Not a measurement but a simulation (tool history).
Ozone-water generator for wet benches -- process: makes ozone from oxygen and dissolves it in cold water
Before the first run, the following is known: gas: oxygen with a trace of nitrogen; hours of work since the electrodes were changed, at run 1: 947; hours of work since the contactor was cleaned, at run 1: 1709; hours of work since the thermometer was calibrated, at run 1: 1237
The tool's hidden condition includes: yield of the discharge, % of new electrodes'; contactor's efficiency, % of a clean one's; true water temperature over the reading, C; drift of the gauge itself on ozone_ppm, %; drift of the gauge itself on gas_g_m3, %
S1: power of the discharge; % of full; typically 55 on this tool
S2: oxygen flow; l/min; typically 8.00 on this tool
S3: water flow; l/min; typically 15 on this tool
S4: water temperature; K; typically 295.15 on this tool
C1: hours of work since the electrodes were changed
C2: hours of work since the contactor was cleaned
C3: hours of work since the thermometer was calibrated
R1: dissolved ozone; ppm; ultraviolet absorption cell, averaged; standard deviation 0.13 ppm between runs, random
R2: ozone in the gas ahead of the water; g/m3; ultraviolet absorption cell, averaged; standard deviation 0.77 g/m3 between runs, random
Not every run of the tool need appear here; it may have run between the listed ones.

| run | day | S1 | S2 | S3 | S4 | C1 | C2 | C3 | R1 | R2 |
|---|---|---|---|---|---|---|---|---|---|---|
| 1 | 0.000 | 55 | 8.00 | 15 | 295.15 | 947 | 1709 | 1237 | 14.8 | 116.5 |
| 2 | 0.829 | 55 | 8.00 | 15 | 295.15 | 960 | 1722 | 1250 | 14.4 | 116.2 |
| 3 | 2.371 | 55 | 8.70 | 15 | 295.15 | 985 | 1747 | 1275 | 14.3 | 110.4 |
| 4 | 3.183 | 42 | 8.00 | 15 | 295.15 | 998 | 1760 | 1288 | 11.6 | 92.5 |
| 5 | 4.462 | 42 | 8.00 | 15 | 295.15 | 1018 | 1780 | 1308 | 11.3 | 93.2 |
| 6 | 5.158 | 55 | 8.00 | 15 | 295.15 | 1029 | 1791 | 1320 | 14.4 | 116.8 |
| 7 | 6.796 | 55 | 8.00 | 21 | 295.15 | 1056 | 1818 | 1346 | 11.2 | 115.5 |
| 8 | 8.029 | 55 | 11.69 | 15 | 295.15 | 1075 | 1837 | 1366 | 12.9 | 93.4 |
| 9 | 9.083 | 55 | 6.59 | 15 | 295.15 | 1092 | 1854 | 1383 | 15.4 | 131.2 |
| 10 | 10.154 | 55 | 8.00 | 15 | 295.15 | 1109 | 1872 | 1400 | 14.4 | 114.4 |
| 11 | 11.662 | 55 | 8.00 | 15 | 295.15 | 1134 | 1896 | 1424 | 14.6 | 114.9 |
| 12 | 12.467 | 55 | 8.00 | 15 | 295.15 | 1147 | 1909 | 1437 | 14.7 | 116.2 |
| 13 | 13.250 | 55 | 8.00 | 24 | 295.15 | 1159 | 1921 | 1449 | 9.9 | 116.0 |
| 14 | 14.283 | 55 | 8.00 | 24 | 295.15 | 1176 | 1938 | 1466 | 9.9 | 115.0 |
| 15 | 15.929 | 55 | 8.00 | 24 | 295.15 | 1202 | 1964 | 1492 | 10.0 | 115.6 |
| 16 | 17.271 | 55 | 8.00 | 15 | 291.15 | 1224 | 1986 | 1514 | 15.7 | 115.8 |
| 17 | 18.525 | 55 | 8.00 | 15 | 291.15 | 1244 | 2006 | 1534 | 15.8 | 116.5 |
| 18 | 19.625 | 94 | 9.59 | 18 | 295.15 | 1261 | 2024 | 1552 | 19.0 | 162.9 |
| 19 | 21.125 | 66 | 9.25 | 20 | 288.15 | 1285 | 2048 | 1576 | 14.9 | 123.3 |
| 20 | 22.542 | 55 | 5.41 | 15 | 295.15 | 1308 | 2070 | 1599 | 15.6 | 147.5 |
| 21 | 23.262 | 55 | 5.41 | 15 | 295.15 | 1320 | 2082 | 1610 | 15.8 | 146.2 |
| 22 | 23.946 | 55 | 5.41 | 15 | 295.15 | 1331 | 2093 | 1621 | 15.5 | 145.8 |
| 23 | 25.621 | 67 | 5.41 | 9 | 295.15 | 1358 | 2120 | 1648 | 26.3 | 173.9 |
| 24 | 26.633 | 51 | 8.00 | 15 | 295.15 | 1374 | 2136 | 1664 | 13.5 | 108.5 |
| 25 | 27.546 | 51 | 8.00 | 15 | 295.15 | 1388 | 2151 | 1679 | 13.2 | 108.4 |
| 26 | 28.983 | 51 | 8.00 | 15 | 295.15 | 1412 | 2174 | 1702 | 13.6 | 108.9 |
| 27 | 30.254 | 60 | 8.00 | 11 | 295.15 | 1432 | 2194 | 1722 | 18.8 | 123.5 |
| 28 | 31.854 | 60 | 8.00 | 11 | 295.15 | 1458 | 2220 | 1748 | 18.8 | 123.3 |
| 29 | 33.429 | 60 | 8.00 | 11 | 295.15 | 1483 | 2245 | 1773 | 18.9 | 125.7 |
| 30 | 34.450 | 60 | 8.00 | 11 | 295.15 | 1499 | 2261 | 1790 | 19.0 | 124.3 |
| 31 | 35.688 | 60 | 8.00 | 11 | 295.15 | 1519 | 2281 | 1809 | 18.7 | 123.8 |
| 32 | 36.975 | 55 | 7.09 | 13 | 289.15 | 1540 | 2302 | 1830 | 18.3 | 123.9 |
| 33 | 37.838 | 55 | 7.09 | 13 | 289.15 | 1554 | 2316 | 1844 | 18.5 | 124.1 |
| 34 | 39.512 | 42 | 6.01 | 15 | 295.15 | 1580 | 2343 | 1871 | 12.2 | 108.4 |

Predict each of these 3 candidate next runs independently; none follows another, all start after run 34:
| A | 41.150 | 51 | 9.46 | 10 | 295.15 | 1607 | 2369 | 1897 | ? | ? |
| B | 41.150 | 42 | 7.78 | 15 | 296.15 | 1607 | 2369 | 1897 | ? | ? |
| C | 41.150 | 55 | 8.00 | 21 | 293.15 | 1607 | 2369 | 1897 | ? | ? |

| run | R1 | R2 |
|---|---|---|
| A | 16.3 | 96.6 |
| B | 11.2 | 93.7 |
| C | 11.2 | 113.7 |
Without the tool's unlogged condition, the same runs would have read:
| run | R1 | R2 |
|---|---|---|
| A | 17.0 | 98.5 |
| B | 11.7 | 95.1 |
| C | 11.9 | 116.1 |
